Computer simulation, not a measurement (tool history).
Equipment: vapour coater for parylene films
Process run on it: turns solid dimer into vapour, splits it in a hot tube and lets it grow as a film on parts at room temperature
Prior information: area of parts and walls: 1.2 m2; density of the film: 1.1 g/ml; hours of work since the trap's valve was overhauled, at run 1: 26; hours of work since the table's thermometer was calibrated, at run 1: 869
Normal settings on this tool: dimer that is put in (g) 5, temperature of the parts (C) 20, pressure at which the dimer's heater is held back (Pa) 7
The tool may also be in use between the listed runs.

run,hour,dimer that is put in (g),temperature of the parts (C),pressure at which the dimer's heater is held back (Pa),hours of work since the trap's valve was overhauled,hours of work since the table's thermometer was calibrated,thickness of the film (nm)
1,0,5,20,7,26,869,2090
2,36,5,20,7,41,885,2090
3,63.4,5,20,7,53,897,2070
4,113.1,5,20,7,75,918,2020
5,155.6,8,20,7,93,936,3330
6,203.4,8,20,7,114,957,3290
# hour 211.4: trap's valve overhauled
7,239.4,8,20,7,12,971,3270
8,263.8,8,15,7,23,981,4050
9,290.3,8,15,7,34,993,4130
# hour 308.9: trap's valve overhauled, once more
10,340,8,15,7,13,1013,4210
11,379.9,8,15,7,31,1030,4170
12,434.2,6,29,7,54,1053,1610
13,475,4,20,7,72,1071,1640
14,522.4,4,20,7,92,1092,1650
15,568.7,4,20,7,112,1112,1680
16,604.5,2,20,7,128,1127,830
17,635.1,2,20,7,141,1140,810
18,687.6,7,20,7,164,1163,2900

3 options for the next run, each taken on its own from the tool as it stands now. Forecast them:
A,730.1,7,20,3.21,182,1181,?
B,730.1,3,24,9.85,182,1181,?
C,730.1,2,25,7,182,1181,?

run,thickness of the film (nm)
A,3250
B,970
C,620
Take away the tool's hidden state, keep each run's random variation, and the runs would have read:
run,thickness of the film (nm)
A,3430
B,1030
C,660
